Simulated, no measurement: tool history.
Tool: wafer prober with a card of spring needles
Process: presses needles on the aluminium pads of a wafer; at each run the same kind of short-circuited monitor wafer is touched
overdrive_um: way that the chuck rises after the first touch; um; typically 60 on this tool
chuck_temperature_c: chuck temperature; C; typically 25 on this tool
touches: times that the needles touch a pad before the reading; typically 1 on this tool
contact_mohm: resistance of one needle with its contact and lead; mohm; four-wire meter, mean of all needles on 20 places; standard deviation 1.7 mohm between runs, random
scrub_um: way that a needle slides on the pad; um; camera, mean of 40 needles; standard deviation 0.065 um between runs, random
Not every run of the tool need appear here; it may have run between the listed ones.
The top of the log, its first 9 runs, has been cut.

run	day	overdrive_um	chuck_temperature_c	touches	contact_mohm	scrub_um
10	3.900	60	120	1	193	15.30
# day 4.158: tips cleaned on abrasive film
11	4.533	60	120	1	187	15.10
12	5.125	60	120	1	192	15.19
# day 5.158: tips cleaned on abrasive film
13	5.725	60	120	1	195	15.19
14	6.038	60	120	1	194	15.21
# day 6.171: tips cleaned on abrasive film
15	6.554	60	120	1	196	15.13
16	6.829	60	120	1	198	15.20
# day 7.183: tips cleaned on abrasive film
17	7.471	60	120	1	194	15.27
18	8.062	60	120	1	194	15.23
# day 8.229: tips cleaned on abrasive film
19	8.671	75	33	1	165	19.25
20	8.983	75	33	1	170	19.16
# day 9.246: tips cleaned on abrasive film
21	9.246	71	37	1	170	18.09
22	9.679	60	32	3	177	15.28
# day 10.275: tips cleaned on abrasive film
23	10.304	67	29	2	170	17.21
24	10.900	62	56	1	177	15.77
# day 11.271: tips cleaned on abrasive film
25	11.271	79	56	1	171	20.18
26	11.838	79	56	1	174	20.31
# day 12.267: tips cleaned on abrasive film
27	12.362	77	35	1	168	19.76
28	12.950	77	35	1	168	19.72
# day 13.292: tips cleaned on abrasive film
29	13.517	59	35	1	177	15.13
# day 13.571: gauge calibrated
30	13.929	59	35	1	175	14.92
# day 14.300: tips cleaned on abrasive film
31	14.542	60	25	3	173	15.05
32	15.104	60	25	3	169	15.09
# day 15.317: tips cleaned on abrasive film
33	15.567	60	25	3	174	15.06
34	16.196	60	25	3	176	15.18

Branching from run 34: 4 alternative next runs. What would each branch give?
# day 16.321: tips cleaned on abrasive film
A	16.592	60	27	1	?	?
# day 16.321: tips cleaned on abrasive film
B	16.592	60	25	2	?	?
# day 16.321: tips cleaned on abrasive film
C	16.592	60	95	1	?	?
# day 16.321: tips cleaned on abrasive film
D	16.592	60	55	1	?	?

run	contact_mohm	scrub_um
A	173	15.19
B	174	15.14
C	186	15.10
D	179	15.04
With no hidden state in the tool, these same runs would have given:
run	contact_mohm	scrub_um
A	172	15.12
B	174	15.06
C	186	15.03
D	179	14.97
